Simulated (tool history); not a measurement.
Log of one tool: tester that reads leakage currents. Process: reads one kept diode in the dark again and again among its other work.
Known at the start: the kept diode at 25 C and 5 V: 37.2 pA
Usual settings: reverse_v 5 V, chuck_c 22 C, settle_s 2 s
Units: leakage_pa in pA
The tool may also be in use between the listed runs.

Run 1, day 0: usual settings. Result: leakage_pa 34.38 pA.
Run 2, day 0.975: usual settings. Result: leakage_pa 34.45 pA.
Run 3, day 1.921: usual settings. Result: leakage_pa 33.99 pA.
Run 4, day 2.871: usual settings but chuck_c 36 C. Result: leakage_pa 90.39 pA.
Run 5, day 4.071: usual settings. Result: leakage_pa 34.16 pA.
Run 6, day 5.079: usual settings. Result: leakage_pa 34.43 pA.
Run 7, day 6.529: usual settings. Result: leakage_pa 34.08 pA.
Run 8, day 7.342: usual settings. Result: leakage_pa 34.24 pA.
Run 9, day 8.196: usual settings. Result: leakage_pa 34.31 pA.
Run 10, day 9.408: usual settings. Result: leakage_pa 34.02 pA.
Run 11, day 10.421: usual settings. Result: leakage_pa 34.22 pA.
Run 12, day 11.754: usual settings. Result: leakage_pa 34.2 pA.
Run 13, day 12.575: usual settings. Result: leakage_pa 34.37 pA.
Run 14, day 13.954: usual settings. Result: leakage_pa 34.11 pA.
Run 15, day 14.962: usual settings but settle_s 0.33 s. Result: leakage_pa 34.97 pA.
Run 16, day 15.821: usual settings but settle_s 0.33 s. Result: leakage_pa 35.12 pA.
Run 17, day 17.029: usual settings but settle_s 0.56 s. Result: leakage_pa 34.65 pA.
Run 18, day 18.242: usual settings but settle_s 0.51 s. Result: leakage_pa 34.56 pA.
Run 19, day 19.612: usual settings but settle_s 0.51 s. Result: leakage_pa 34.8 pA.
Run 20, day 21.017: usual settings but reverse_v 1.76 V, settle_s 0.51 s. Result: leakage_pa 17.21 pA.
Run 21, day 21.758: usual settings but settle_s 0.4 s. Result: leakage_pa 34.78 pA.
Run 22, day 22.762: usual settings but reverse_v 19.6 V, chuck_c 50 C, settle_s 8.92 s. Result: leakage_pa 528.47 pA.
Run 23, day 23.604: usual settings but reverse_v 1.08 V, chuck_c 26 C. Result: leakage_pa 16.61 pA.
Run 24, day 24.292: usual settings but reverse_v 1.08 V, chuck_c 26 C. Result: leakage_pa 16.82 pA.
Run 25, day 25.558: usual settings but reverse_v 1.1 V, chuck_c 56 C, settle_s 5.5 s. Result: leakage_pa 141.38 pA.
Run 26, day 26.917: usual settings but reverse_v 1.1 V, chuck_c 56 C, settle_s 5.5 s. Result: leakage_pa 139.69 pA.
Run 27, day 27.95: usual settings but reverse_v 1.77 V, chuck_c 31 C, settle_s 5.54 s. Result: leakage_pa 32.59 pA.
Run 28, day 29.292: usual settings but reverse_v 13.34 V, chuck_c 34 C, settle_s 0.44 s. Result: leakage_pa 144.8 pA.
At day 30.542: chuck's temperature calibrated.
Run 29, day 30.542: usual settings but reverse_v 1.34 V, chuck_c 53 C, settle_s 0.32 s. Result: leakage_pa 140.89 pA.
Run 30, day 31.362: usual settings but reverse_v 1.34 V, chuck_c 53 C, settle_s 0.32 s. Result: leakage_pa 140.66 pA.
Run 31, day 31.992: usual settings but reverse_v 1.34 V, chuck_c 53 C, settle_s 0.32 s. Result: leakage_pa 141.11 pA.
Run 32, day 33.362: usual settings but reverse_v 7.98 V, settle_s 1.2 s. Result: leakage_pa 51.56 pA.
Run 33, day 34.754: usual settings but reverse_v 6.15 V, settle_s 1.24 s. Result: leakage_pa 42.98 pA.
Run 34, day 35.988: usual settings but reverse_v 9.1 V, chuck_c 28 C, settle_s 0.93 s. Result: leakage_pa 82.29 pA.
Run 35, day 37.017: usual settings but reverse_v 9.1 V, chuck_c 59 C, settle_s 0.93 s. Result: leakage_pa 643.95 pA.
Run 36, day 38.404: usual settings but reverse_v 9.1 V, chuck_c 59 C, settle_s 0.93 s. Result: leakage_pa 641.39 pA.
Run 37, day 39.879: usual settings but reverse_v 1.83 V. Result: leakage_pa 19.09 pA.
Run 38, day 41.054: usual settings but reverse_v 1.83 V. Result: leakage_pa 19.07 pA.
Run 39, day 42.304: usual settings but reverse_v 1.83 V, chuck_c 21 C. Result: leakage_pa 17.72 pA.
Run 40, day 43.212: usual settings but reverse_v 1.83 V, chuck_c 21 C. Result: leakage_pa 17.66 pA.
Run 41, day 44.458: usual settings but reverse_v 16.49 V, chuck_c 21 C, settle_s 2.56 s. Result: leakage_pa 80.88 pA.

The same runs without the tool's hidden state, with the same run-to-run variation:
The hidden state here: stray current of the dirty probe card, pA a volt; current scale over the true one, %; true chuck temperature over the reading, C; drift of the gauge itself on leakage_pa, %.
run  leakage_pa
  1       29.52
  2       29.57
  3       29.17
  4       88.81
  5       29.31
  6       29.56
  7       29.25
  8       29.38
  9       29.45
 10       29.18
 11       29.37
 12       29.37
 13        29.5
 14       29.28
 15       30.13
 16       30.26
 17        29.8
 18       29.73
 19       29.94
 20          16
 21       29.94
 22      539.84
 23       16.45
 24       16.67
 25      151.14
 26      149.57
 27       32.87
 28      136.44
 29      138.42
 30      138.33
 31      138.86
 32       38.98
 33       33.31
 34       68.07
 35      632.29
 36      630.55
 37       16.28
 38       16.27
 39       14.93
 40       14.88
 41       54.42
